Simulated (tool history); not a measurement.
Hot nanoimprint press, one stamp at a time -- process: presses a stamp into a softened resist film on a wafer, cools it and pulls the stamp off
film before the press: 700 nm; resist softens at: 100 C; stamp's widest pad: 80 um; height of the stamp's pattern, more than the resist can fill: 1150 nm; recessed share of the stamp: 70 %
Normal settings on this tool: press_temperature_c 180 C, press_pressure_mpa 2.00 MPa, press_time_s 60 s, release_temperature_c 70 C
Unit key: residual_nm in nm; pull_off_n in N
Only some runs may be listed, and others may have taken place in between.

run,day,press_temperature_c,press_pressure_mpa,press_time_s,release_temperature_c,residual_nm,pull_off_n
1,0.000,180,2.00,60,70,317.5,114
2,0.612,180,1.42,60,70,378.0,110
3,0.975,180,2.93,60,70,258.0,112
4,1.512,180,2.00,61,70,315.2,115
5,1.850,180,2.00,61,70,315.0,110
6,2.208,180,2.00,61,70,314.5,112
7,2.529,180,1.35,60,70,385.8,113
8,2.892,180,2.00,60,73,316.4,107
9,3.467,180,2.00,60,73,315.2,102
10,3.725,180,2.00,70,63,299.4,132
11,4.325,180,2.00,60,60,315.5,137
12,4.871,185,2.00,60,75,270.3,94
13,5.483,190,2.62,69,70,188.9,107
14,6.112,181,1.30,65,70,369.5,111
15,6.558,181,1.30,65,70,370.5,112
16,7.267,182,2.22,60,70,279.2,116
17,7.771,170,2.00,60,66,432.8,120

Put back what was entered between runs (3 entries, withheld): which listed runs does each sit between, and how does the hidden state differ from the listed run before to the listed run after?
After run 15, before run 16: stamp cleaned and given a new release coat (day 7.117); plate thermocouple calibrated (day 7.267)
  true temperature over the reading, C: 0.01 -> 0; pressure that arrives at the usual setting, %: 99.98 -> 99.97; grip of the stamp's worn release coat, % over a new coat's: 1 -> 0; drift of the gauge itself on residual_nm, %: -1.14 -> -1.2
  measured less the result without the state, residual_nm: -4.4 -> -3.4 nm
After run 16, before run 17: gauge calibrated (day 7.312)
  drift of the gauge itself on residual_nm, %: -1.2 -> -0.08
  measured less the result without the state, residual_nm: -3.4 -> -0.3 nm

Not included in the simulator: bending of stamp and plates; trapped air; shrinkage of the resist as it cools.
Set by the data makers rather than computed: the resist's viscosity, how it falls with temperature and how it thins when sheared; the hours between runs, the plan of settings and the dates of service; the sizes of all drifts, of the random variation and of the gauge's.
